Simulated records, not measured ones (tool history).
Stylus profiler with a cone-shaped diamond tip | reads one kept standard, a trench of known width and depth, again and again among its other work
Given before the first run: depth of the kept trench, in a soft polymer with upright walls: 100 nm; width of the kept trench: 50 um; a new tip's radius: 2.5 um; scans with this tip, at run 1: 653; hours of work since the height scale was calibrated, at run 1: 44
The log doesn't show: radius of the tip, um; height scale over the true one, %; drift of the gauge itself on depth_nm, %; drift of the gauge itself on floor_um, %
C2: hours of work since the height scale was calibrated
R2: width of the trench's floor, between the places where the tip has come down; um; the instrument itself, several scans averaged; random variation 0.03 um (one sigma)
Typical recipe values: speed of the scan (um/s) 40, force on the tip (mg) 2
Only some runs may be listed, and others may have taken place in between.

Run 1, hour 0: usual settings; scans with this tip 653; C2 44. Result: depth of the trench (nm) 101.42, R2 48.42 um.
Run 2, hour 12.5: usual settings; scans with this tip 734; C2 50. Result: depth of the trench (nm) 101.37, R2 48.47 um.
Run 3, hour 25.7: usual settings; scans with this tip 820; C2 56. Result: depth of the trench (nm) 101.45, R2 48.45 um.
Run 4, hour 39.6: usual settings; scans with this tip 910; C2 62. Result: depth of the trench (nm) 101.21, R2 48.45 um.
Run 5, hour 56.7: usual settings but force on the tip (mg) 1; scans with this tip 1021; C2 69. Result: depth of the trench (nm) 100.94, R2 48.42 um.
Run 6, hour 79.5: usual settings but speed of the scan (um/s) 65; scans with this tip 1170; C2 79. Result: depth of the trench (nm) 101.33, R2 48.33 um.
Run 7, hour 90.4: usual settings but speed of the scan (um/s) 65; scans with this tip 1241; C2 84. Result: depth of the trench (nm) 101.34, R2 48.35 um.
Run 8, hour 107.8: usual settings but speed of the scan (um/s) 65; scans with this tip 1354; C2 92. Result: depth of the trench (nm) 101.23, R2 48.42 um.
Run 9, hour 121: usual settings but force on the tip (mg) 2.26; scans with this tip 1439; C2 98. Result: depth of the trench (nm) 101.57, R2 48.44 um.
Run 10, hour 137.8: usual settings but force on the tip (mg) 2.26; scans with this tip 1549; C2 105. Result: depth of the trench (nm) 101.56, R2 48.39 um.
Run 11, hour 152.6: usual settings; scans with this tip 1645; C2 112. Result: depth of the trench (nm) 101.37, R2 48.47 um.
Run 12, hour 174.9: usual settings but speed of the scan (um/s) 22; scans with this tip 1790; C2 121. Result: depth of the trench (nm) 101.34, R2 48.52 um.
Run 13, hour 188.5: usual settings; scans with this tip 1879; C2 127. Result: depth of the trench (nm) 101.29, R2 48.46 um.
Run 14, hour 204.3: usual settings; scans with this tip 1982; C2 134. Result: depth of the trench (nm) 101.26, R2 48.44 um.
Run 15, hour 215: usual settings; scans with this tip 2051; C2 139. Result: depth of the trench (nm) 101.48, R2 48.44 um.
Run 16, hour 230: usual settings; scans with this tip 2149; C2 146. Result: depth of the trench (nm) 101.36, R2 48.4 um.
Run 17, hour 239.3: usual settings; scans with this tip 2209; C2 150. Result: depth of the trench (nm) 101.43, R2 48.47 um.
Run 18, hour 252.2: usual settings but force on the tip (mg) 2.56; scans with this tip 2293; C2 156. Result: depth of the trench (nm) 101.62, R2 48.43 um.
Run 19, hour 274.6: usual settings but force on the tip (mg) 1.38; scans with this tip 2438; C2 165. Result: depth of the trench (nm) 101.07, R2 48.4 um.
Run 20, hour 294.4: usual settings but force on the tip (mg) 1.38; scans with this tip 2567; C2 174. Result: depth of the trench (nm) 100.94, R2 48.41 um.
Run 21, hour 306.5: usual settings but force on the tip (mg) 1.38; scans with this tip 2646; C2 180. Result: depth of the trench (nm) 101, R2 48.36 um.
Run 22, hour 325.7: usual settings but force on the tip (mg) 1.38; scans with this tip 2771; C2 188. Result: depth of the trench (nm) 101.31, R2 48.31 um.
Run 23, hour 347.3: usual settings but speed of the scan (um/s) 107; scans with this tip 2912; C2 198. Result: depth of the trench (nm) 101.39, R2 48.16 um.
Run 24, hour 359.3: usual settings; scans with this tip 2989; C2 203. Result: depth of the trench (nm) 101.48, R2 48.38 um.
Run 25, hour 373.6: usual settings but speed of the scan (um/s) 108, force on the tip (mg) 1.62; scans with this tip 3083; C2 209. Result: depth of the trench (nm) 101.02, R2 48.11 um.
Run 26, hour 393.5: usual settings but speed of the scan (um/s) 14, force on the tip (mg) 1.72; scans with this tip 3212; C2 218. Result: depth of the trench (nm) 101.26, R2 48.43 um.
Run 27, hour 407.1: usual settings but speed of the scan (um/s) 52, force on the tip (mg) 3.88; scans with this tip 3300; C2 224. Result: depth of the trench (nm) 102.05, R2 48.4 um.
Run 28, hour 422.6: usual settings but speed of the scan (um/s) 30, force on the tip (mg) 2.04; scans with this tip 3401; C2 231. Result: depth of the trench (nm) 101.39, R2 48.44 um.
Run 29, hour 433.3: usual settings but speed of the scan (um/s) 30, force on the tip (mg) 2.04; scans with this tip 3471; C2 236. Result: depth of the trench (nm) 101.37, R2 48.38 um.
Run 30, hour 446.2: usual settings but speed of the scan (um/s) 11, force on the tip (mg) 3.83; scans with this tip 3555; C2 241. Result: depth of the trench (nm) 102.08, R2 48.5 um.
Run 31, hour 461.9: usual settings but speed of the scan (um/s) 77, force on the tip (mg) 3.83; scans with this tip 3657; C2 248. Result: depth of the trench (nm) 102.1, R2 48.27 um.
Run 32, hour 483.4: usual settings but speed of the scan (um/s) 112, force on the tip (mg) 2.41; scans with this tip 3797; C2 258. Result: depth of the trench (nm) 101.66, R2 48.19 um.
Run 33, hour 494.1: usual settings but speed of the scan (um/s) 58, force on the tip (mg) 5.61; scans with this tip 3867; C2 262. Result: depth of the trench (nm) 102.7, R2 48.34 um.
Run 34, hour 513.6: usual settings but speed of the scan (um/s) 58, force on the tip (mg) 5.61; scans with this tip 3993; C2 271. Result: depth of the trench (nm) 102.65, R2 48.34 um.
Run 35, hour 527.9: usual settings but speed of the scan (um/s) 11, force on the tip (mg) 1.44; scans with this tip 4086; C2 277. Result: depth of the trench (nm) 101.28, R2 48.45 um.
Run 36, hour 547.4: usual settings but speed of the scan (um/s) 16, force on the tip (mg) 2.76; scans with this tip 4213; C2 286. Result: depth of the trench (nm) 101.84, R2 48.42 um.
Run 37, hour 557.3: usual settings but speed of the scan (um/s) 42, force on the tip (mg) 5.99; scans with this tip 4277; C2 290. Result: depth of the trench (nm) 102.92, R2 48.36 um.
Run 38, hour 569.6: usual settings but speed of the scan (um/s) 101, force on the tip (mg) 2.36; scans with this tip 4358; C2 296. Result: depth of the trench (nm) 101.48, R2 48.13 um.
Run 39, hour 592.8: usual settings but speed of the scan (um/s) 57, force on the tip (mg) 4.21; scans with this tip 4508; C2 306. Result: depth of the trench (nm) 102.34, R2 48.31 um.
Run 40, hour 602.6: usual settings but speed of the scan (um/s) 57, force on the tip (mg) 4.21; scans with this tip 4572; C2 310. Result: depth of the trench (nm) 102.25, R2 48.35 um.
Run 41, hour 623.1: usual settings but speed of the scan (um/s) 41, force on the tip (mg) 3.51; scans with this tip 4705; C2 319. Result: depth of the trench (nm) 102.17, R2 48.38 um.
Run 42, hour 645.4: usual settings but speed of the scan (um/s) 12, force on the tip (mg) 4.21; scans with this tip 4850; C2 329. Result: depth of the trench (nm) 102.23, R2 48.44 um.
Run 43, hour 659.5: usual settings but speed of the scan (um/s) 14, force on the tip (mg) 2.7; scans with this tip 4942; C2 335. Result: depth of the trench (nm) 101.7, R2 48.36 um.
Run 44, hour 677.8: usual settings but speed of the scan (um/s) 14, force on the tip (mg) 2.7; scans with this tip 5061; C2 343. Result: depth of the trench (nm) 101.66, R2 48.39 um.
Run 45, hour 696.1: usual settings but speed of the scan (um/s) 29, force on the tip (mg) 2.7; scans with this tip 5180; C2 352. Result: depth of the trench (nm) 101.82, R2 48.36 um.
Run 46, hour 712.4: usual settings but speed of the scan (um/s) 82, force on the tip (mg) 5.78; scans with this tip 5286; C2 359. Result: depth of the trench (nm) 102.78, R2 48.29 um.
Run 47, hour 735.2: usual settings but speed of the scan (um/s) 38, force on the tip (mg) 1.85; scans with this tip 5434; C2 369. Result: depth of the trench (nm) 101.45, R2 48.29 um.
Run 48, hour 748.4: usual settings but speed of the scan (um/s) 38, force on the tip (mg) 1.85; scans with this tip 5520; C2 375. Result: depth of the trench (nm) 101.56, R2 48.3 um.

Some steps in depth of the trench (nm) between neighbouring runs. How much of each would the tool show without its hidden state too (settings, what came in, random variation), and how much is left for the hidden state, with any gauge scatter that isn't in both results?
Run 3 -> 4: no setting touched and nothing written in the log between the runs. depth of the trench (nm) -0.24: hidden state +0.01, all else -0.25.
Run 5 -> 6: speed of the scan (um/s) 40 -> 65, force on the tip (mg) 1 -> 2. depth of the trench (nm) +0.39: hidden state +0.01, all else +0.38.
Run 6 -> 7: no setting touched and nothing written in the log between the runs. depth of the trench (nm) +0.01: hidden state -0.01, all else +0.02.
Run 34 -> 35: speed of the scan (um/s) 58 -> 11, force on the tip (mg) 5.61 -> 1.44. depth of the trench (nm) -1.37: hidden state +0.01, all else -1.38.
Run 37 -> 38: speed of the scan (um/s) 42 -> 101, force on the tip (mg) 5.99 -> 2.36. depth of the trench (nm) -1.44: hidden state +0.01, all else -1.45.
Run 46 -> 47: speed of the scan (um/s) 82 -> 38, force on the tip (mg) 5.78 -> 1.85. depth of the trench (nm) -1.33: hidden state -0.01, all else -1.32.
